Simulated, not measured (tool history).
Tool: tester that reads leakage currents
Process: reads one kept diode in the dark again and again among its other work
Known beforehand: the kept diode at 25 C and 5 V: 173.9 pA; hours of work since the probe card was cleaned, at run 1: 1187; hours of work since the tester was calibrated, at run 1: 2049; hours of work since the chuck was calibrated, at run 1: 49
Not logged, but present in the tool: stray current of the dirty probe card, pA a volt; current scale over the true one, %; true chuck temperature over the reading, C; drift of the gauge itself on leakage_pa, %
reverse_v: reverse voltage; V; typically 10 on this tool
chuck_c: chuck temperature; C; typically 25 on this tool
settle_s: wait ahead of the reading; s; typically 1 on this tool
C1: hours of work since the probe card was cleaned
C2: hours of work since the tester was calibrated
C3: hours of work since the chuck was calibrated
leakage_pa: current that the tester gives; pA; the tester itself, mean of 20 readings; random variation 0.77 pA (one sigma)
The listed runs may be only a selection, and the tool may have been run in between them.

{"run": 1, "hour": 0.0, "reverse_v": 10, "chuck_c": 25, "settle_s": 1, "C1": 1187, "C2": 2049, "C3": 49, "leakage_pa": 274.93}
{"run": 2, "hour": 93.7, "reverse_v": 10, "chuck_c": 25, "settle_s": 0.89, "C1": 1247, "C2": 2109, "C3": 109, "leakage_pa": 277.07}
{"hour": 171.6, "done": "probe card cleaned and baked"}
{"run": 3, "hour": 200.4, "reverse_v": 10, "chuck_c": 25, "settle_s": 0.89, "C1": 18, "C2": 2176, "C3": 176, "leakage_pa": 261.86}
{"run": 4, "hour": 267.4, "reverse_v": 15.9, "chuck_c": 25, "settle_s": 1, "C1": 61, "C2": 2219, "C3": 219, "leakage_pa": 341}
{"run": 5, "hour": 337.4, "reverse_v": 15.9, "chuck_c": 25, "settle_s": 1, "C1": 106, "C2": 2264, "C3": 264, "leakage_pa": 343.9}
{"run": 6, "hour": 417.0, "reverse_v": 15.9, "chuck_c": 25, "settle_s": 1, "C1": 158, "C2": 2315, "C3": 315, "leakage_pa": 349}
{"run": 7, "hour": 498.7, "reverse_v": 10, "chuck_c": 25, "settle_s": 1, "C1": 210, "C2": 2367, "C3": 367, "leakage_pa": 270.81}
{"run": 8, "hour": 545.5, "reverse_v": 10, "chuck_c": 25, "settle_s": 1, "C1": 240, "C2": 2397, "C3": 397, "leakage_pa": 273.33}
{"run": 9, "hour": 640.9, "reverse_v": 10, "chuck_c": 25, "settle_s": 1, "C1": 301, "C2": 2459, "C3": 459, "leakage_pa": 276.51}
{"run": 10, "hour": 695.5, "reverse_v": 10, "chuck_c": 25, "settle_s": 1, "C1": 336, "C2": 2494, "C3": 494, "leakage_pa": 279.87}
{"hour": 705.4, "done": "tester calibrated"}
{"run": 11, "hour": 803.0, "reverse_v": 10, "chuck_c": 25, "settle_s": 1, "C1": 404, "C2": 63, "C3": 561, "leakage_pa": 282.26}
{"run": 12, "hour": 895.7, "reverse_v": 10, "chuck_c": 25, "settle_s": 1, "C1": 463, "C2": 122, "C3": 621, "leakage_pa": 285.54}
{"hour": 937.0, "done": "tester calibrated, once more"}
{"run": 13, "hour": 973.7, "reverse_v": 10, "chuck_c": 25, "settle_s": 1, "C1": 512, "C2": 24, "C3": 670, "leakage_pa": 290.44}
{"run": 14, "hour": 1023.8, "reverse_v": 10, "chuck_c": 25, "settle_s": 1, "C1": 544, "C2": 56, "C3": 702, "leakage_pa": 292.56}
{"run": 15, "hour": 1127.7, "reverse_v": 10, "chuck_c": 25, "settle_s": 1, "C1": 611, "C2": 122, "C3": 769, "leakage_pa": 297.54}
{"run": 16, "hour": 1174.1, "reverse_v": 10, "chuck_c": 25, "settle_s": 1, "C1": 641, "C2": 152, "C3": 798, "leakage_pa": 298.63}
{"run": 17, "hour": 1280.4, "reverse_v": 10, "chuck_c": 25, "settle_s": 1, "C1": 709, "C2": 220, "C3": 866, "leakage_pa": 301.95}
{"run": 18, "hour": 1354.8, "reverse_v": 10, "chuck_c": 25, "settle_s": 1, "C1": 757, "C2": 268, "C3": 914, "leakage_pa": 305.15}
{"run": 19, "hour": 1444.6, "reverse_v": 17.1, "chuck_c": 25, "settle_s": 1, "C1": 814, "C2": 326, "C3": 972, "leakage_pa": 421.34}
{"hour": 1498.1, "done": "chuck's temperature calibrated"}
{"run": 20, "hour": 1550.7, "reverse_v": 17.1, "chuck_c": 25, "settle_s": 1, "C1": 881, "C2": 393, "C3": 34, "leakage_pa": 366.94}
{"run": 21, "hour": 1597.5, "reverse_v": 1.9, "chuck_c": 26, "settle_s": 4.93, "C1": 911, "C2": 423, "C3": 64, "leakage_pa": 114.46}
{"run": 22, "hour": 1670.5, "reverse_v": 1.9, "chuck_c": 26, "settle_s": 4.93, "C1": 958, "C2": 469, "C3": 111, "leakage_pa": 115.12}
{"run": 23, "hour": 1777.0, "reverse_v": 1.9, "chuck_c": 26, "settle_s": 4.93, "C1": 1026, "C2": 538, "C3": 179, "leakage_pa": 116.95}
{"run": 24, "hour": 1871.0, "reverse_v": 13.9, "chuck_c": 25, "settle_s": 0.48, "C1": 1087, "C2": 598, "C3": 239, "leakage_pa": 341.08}
{"run": 25, "hour": 1955.2, "reverse_v": 13.9, "chuck_c": 25, "settle_s": 0.48, "C1": 1141, "C2": 652, "C3": 293, "leakage_pa": 346.08}
{"run": 26, "hour": 2016.5, "reverse_v": 13.9, "chuck_c": 25, "settle_s": 0.48, "C1": 1180, "C2": 691, "C3": 333, "leakage_pa": 348.96}
{"run": 27, "hour": 2098.6, "reverse_v": 13.9, "chuck_c": 48, "settle_s": 4.62, "C1": 1233, "C2": 744, "C3": 385, "leakage_pa": 1735.43}
{"run": 28, "hour": 2153.7, "reverse_v": 4.2, "chuck_c": 21, "settle_s": 3.53, "C1": 1268, "C2": 780, "C3": 421, "leakage_pa": 130.41}
{"hour": 2201.8, "done": "probe card cleaned and baked"}
{"run": 29, "hour": 2218.9, "reverse_v": 4.3, "chuck_c": 45, "settle_s": 1, "C1": 11, "C2": 819, "C3": 461, "leakage_pa": 739.47}
{"run": 30, "hour": 2277.2, "reverse_v": 6.2, "chuck_c": 25, "settle_s": 0.38, "C1": 48, "C2": 857, "C3": 498, "leakage_pa": 212.97}
{"run": 31, "hour": 2353.8, "reverse_v": 6.2, "chuck_c": 25, "settle_s": 0.38, "C1": 98, "C2": 906, "C3": 547, "leakage_pa": 213.97}
{"run": 32, "hour": 2412.7, "reverse_v": 6.2, "chuck_c": 25, "settle_s": 0.38, "C1": 135, "C2": 944, "C3": 585, "leakage_pa": 216.62}
{"run": 33, "hour": 2486.0, "reverse_v": 5.2, "chuck_c": 43, "settle_s": 9.94, "C1": 182, "C2": 991, "C3": 632, "leakage_pa": 734.49}
{"run": 34, "hour": 2540.3, "reverse_v": 13.5, "chuck_c": 37, "settle_s": 1, "C1": 217, "C2": 1026, "C3": 667, "leakage_pa": 820.28}
{"run": 35, "hour": 2639.9, "reverse_v": 10, "chuck_c": 41, "settle_s": 1, "C1": 281, "C2": 1090, "C3": 731, "leakage_pa": 933.42}
{"run": 36, "hour": 2744.2, "reverse_v": 10, "chuck_c": 41, "settle_s": 1, "C1": 348, "C2": 1157, "C3": 798, "leakage_pa": 943.3}
{"run": 37, "hour": 2843.5, "reverse_v": 2.8, "chuck_c": 41, "settle_s": 1, "C1": 412, "C2": 1220, "C3": 861, "leakage_pa": 471.25}

Across each entry between runs, compare the hidden state at the last listed run before it with the hidden state at the first listed run after it:
After run 2, before run 3: probe card cleaned and baked (hour 171.6)
  stray current of the dirty probe card, pA a volt: 2.002 -> 0.053; current scale over the true one, %: -0.6 -> -0.62; true chuck temperature over the reading, C: 0.22 -> 0.34
  measured result minus the result with no hidden state, leakage_pa: +22.43 -> +5.67 pA
After run 10, before run 11: tester calibrated (hour 705.4)
  stray current of the dirty probe card, pA a volt: 0.519 -> 0.619; current scale over the true one, %: -0.69 -> -0.97; true chuck temperature over the reading, C: 0.97 -> 1.11
  measured result minus the result with no hidden state, leakage_pa: +23.2 -> +26.24 pA
After run 12, before run 13: tester calibrated, once more (hour 937)
  stray current of the dirty probe card, pA a volt: 0.709 -> 0.786; current scale over the true one, %: -0.98 -> 0.03; true chuck temperature over the reading, C: 1.22 -> 1.3
  measured result minus the result with no hidden state, leakage_pa: +29.47 -> +34.93 pA
After run 19, before run 20: chuck's temperature calibrated (hour 1498.1)
  stray current of the dirty probe card, pA a volt: 1.23 -> 1.324; current scale over the true one, %: -0.04 -> -0.06; true chuck temperature over the reading, C: 1.89 -> 0.06
  measured result minus the result with no hidden state, leakage_pa: +75.36 -> +23.56 pA
After run 28, before run 29: probe card cleaned and baked (hour 2201.8)
  stray current of the dirty probe card, pA a volt: 1.89 -> 0.043; current scale over the true one, %: -0.15 -> -0.16; true chuck temperature over the reading, C: 0.8 -> 0.88
  measured result minus the result with no hidden state, leakage_pa: +15.34 -> +42.61 pA
